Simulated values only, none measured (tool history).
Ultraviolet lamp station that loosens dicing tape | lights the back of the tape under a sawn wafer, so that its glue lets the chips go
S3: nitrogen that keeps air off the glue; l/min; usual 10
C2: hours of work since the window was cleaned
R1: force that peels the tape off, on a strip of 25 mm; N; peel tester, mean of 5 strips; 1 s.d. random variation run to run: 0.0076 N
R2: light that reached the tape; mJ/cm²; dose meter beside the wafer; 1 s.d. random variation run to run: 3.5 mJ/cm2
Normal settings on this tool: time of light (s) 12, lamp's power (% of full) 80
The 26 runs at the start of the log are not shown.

{"run": 27, "day": 20.962, "time of light (s)": 22, "lamp's power (% of full)": 63, "S3": 9, "hours of work of the lamp": 297, "C2": 302, "R1": 0.247, "R2": 727}
{"run": 28, "day": 21.454, "time of light (s)": 12, "lamp's power (% of full)": 63, "S3": 9, "hours of work of the lamp": 302, "C2": 307, "R1": 0.523, "R2": 396}
{"run": 29, "day": 21.917, "time of light (s)": 20, "lamp's power (% of full)": 63, "S3": 8, "hours of work of the lamp": 307, "C2": 312, "R1": 0.27, "R2": 661}
{"run": 30, "day": 22.354, "time of light (s)": 23, "lamp's power (% of full)": 63, "S3": 10, "hours of work of the lamp": 311, "C2": 317, "R1": 0.226, "R2": 750}
{"run": 31, "day": 23.088, "time of light (s)": 23, "lamp's power (% of full)": 83, "S3": 13, "hours of work of the lamp": 319, "C2": 324, "R1": 0.191, "R2": 984}
{"run": 32, "day": 23.925, "time of light (s)": 23, "lamp's power (% of full)": 83, "S3": 13, "hours of work of the lamp": 328, "C2": 333, "R1": 0.19, "R2": 980}
{"run": 33, "day": 24.629, "time of light (s)": 23, "lamp's power (% of full)": 83, "S3": 8, "hours of work of the lamp": 335, "C2": 340, "R1": 0.201, "R2": 988}
{"run": 34, "day": 25.258, "time of light (s)": 6, "lamp's power (% of full)": 76, "S3": 5, "hours of work of the lamp": 342, "C2": 347, "R1": 1.319, "R2": 231}
{"run": 35, "day": 26.246, "time of light (s)": 6, "lamp's power (% of full)": 76, "S3": 5, "hours of work of the lamp": 352, "C2": 357, "R1": 1.266, "R2": 234}

Run 36 is up next; what results do you expect?
{"run": 36, "day": 26.683, "time of light (s)": 16, "lamp's power (% of full)": 94, "S3": 7, "hours of work of the lamp": 357, "C2": 362, "R1": "?", "R2": "?"}

{"run 36": {"R1": 0.246, "R2": 769}}
The same run, on a tool lacking any hidden state, would have yielded R1 0.214 N, R2 919 mJ/cm².
